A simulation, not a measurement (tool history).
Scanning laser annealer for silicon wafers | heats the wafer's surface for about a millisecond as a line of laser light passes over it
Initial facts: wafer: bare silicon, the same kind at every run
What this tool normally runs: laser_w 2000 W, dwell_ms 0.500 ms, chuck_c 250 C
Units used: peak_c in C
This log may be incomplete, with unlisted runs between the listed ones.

{"run": 1, "hour": 0.0, "laser_w": 2000, "dwell_ms": 0.5, "chuck_c": 250, "peak_c": 974}
{"run": 2, "hour": 20.3, "laser_w": 2000, "dwell_ms": 0.5, "chuck_c": 250, "peak_c": 976}
{"run": 3, "hour": 46.3, "laser_w": 2000, "dwell_ms": 0.5, "chuck_c": 250, "peak_c": 975}
{"run": 4, "hour": 68.5, "laser_w": 2000, "dwell_ms": 0.5, "chuck_c": 250, "peak_c": 970}
{"run": 5, "hour": 84.5, "laser_w": 2000, "dwell_ms": 0.368, "chuck_c": 250, "peak_c": 857}
{"hour": 94.8, "done": "window over the wafer cleaned"}
{"run": 6, "hour": 111.2, "laser_w": 2000, "dwell_ms": 0.546, "chuck_c": 287, "peak_c": 1066}

Expected results for the next run?
{"hour": 118.6, "done": "optics aligned, line set to its width"}
{"run": 7, "hour": 129.4, "laser_w": 2000, "dwell_ms": 0.546, "chuck_c": 287, "peak_c": "?"}

Run 7 measured peak_c 1060 C.
With the hidden condition absent and the run-to-run variation left alone, this run would have shown peak_c 1080 C.
